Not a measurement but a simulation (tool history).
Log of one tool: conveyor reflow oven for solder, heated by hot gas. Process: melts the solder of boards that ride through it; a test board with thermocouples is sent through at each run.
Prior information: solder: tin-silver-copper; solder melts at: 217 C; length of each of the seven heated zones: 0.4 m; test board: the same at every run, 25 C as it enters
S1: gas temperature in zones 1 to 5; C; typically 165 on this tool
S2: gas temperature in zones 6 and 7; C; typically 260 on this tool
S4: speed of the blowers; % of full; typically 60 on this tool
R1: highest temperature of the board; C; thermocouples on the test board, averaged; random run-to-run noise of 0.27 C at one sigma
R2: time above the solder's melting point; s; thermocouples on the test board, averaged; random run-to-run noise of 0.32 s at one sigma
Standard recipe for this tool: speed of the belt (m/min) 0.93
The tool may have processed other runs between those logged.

Run 1, day 0: usual settings. Result: R1 244.8 C, R2 33.2 s.
Run 2, day 1.138: usual settings. Result: R1 244.9 C, R2 33.7 s.
At day 1.612: flux residue cleaned out of gas plates and filters.
Run 3, day 2.492: usual settings. Result: R1 246.4 C, R2 34.9 s.
At day 2.771: belt drive overhauled, speed set with a stopwatch.
Run 4, day 3.346: usual settings. Result: R1 246.5 C, R2 35.3 s.
Run 5, day 4.279: usual settings but speed of the belt (m/min) 1.008. Result: R1 243.9 C, R2 30.2 s.
At day 5.021: belt drive overhauled, speed set with a stopwatch, once more.
Run 6, day 5.067: usual settings but speed of the belt (m/min) 1.008. Result: R1 243.2 C, R2 28.6 s.
Run 7, day 6.167: usual settings but S1 155 C, S2 255 C, speed of the belt (m/min) 1.026, S4 73 % of full. Result: R1 238.9 C, R2 24.1 s.
Run 8, day 6.979: usual settings but speed of the belt (m/min) 0.988. Result: R1 244 C, R2 29.5 s.
Run 9, day 7.988: usual settings but S2 270 C, S4 62 % of full. Result: R1 254.8 C, R2 38.2 s.

For run 10, what comes out?
Run 10, day 8.75: usual settings but S1 151 C, S2 256 C, S4 54 % of full. Result: R1 ?, R2 ?.

{"run 10": {"R1": 238.4, "R2": 25.8}}
Had the tool carried no hidden state, the very same run would have given R1 238.2 C, R2 25.8 s.
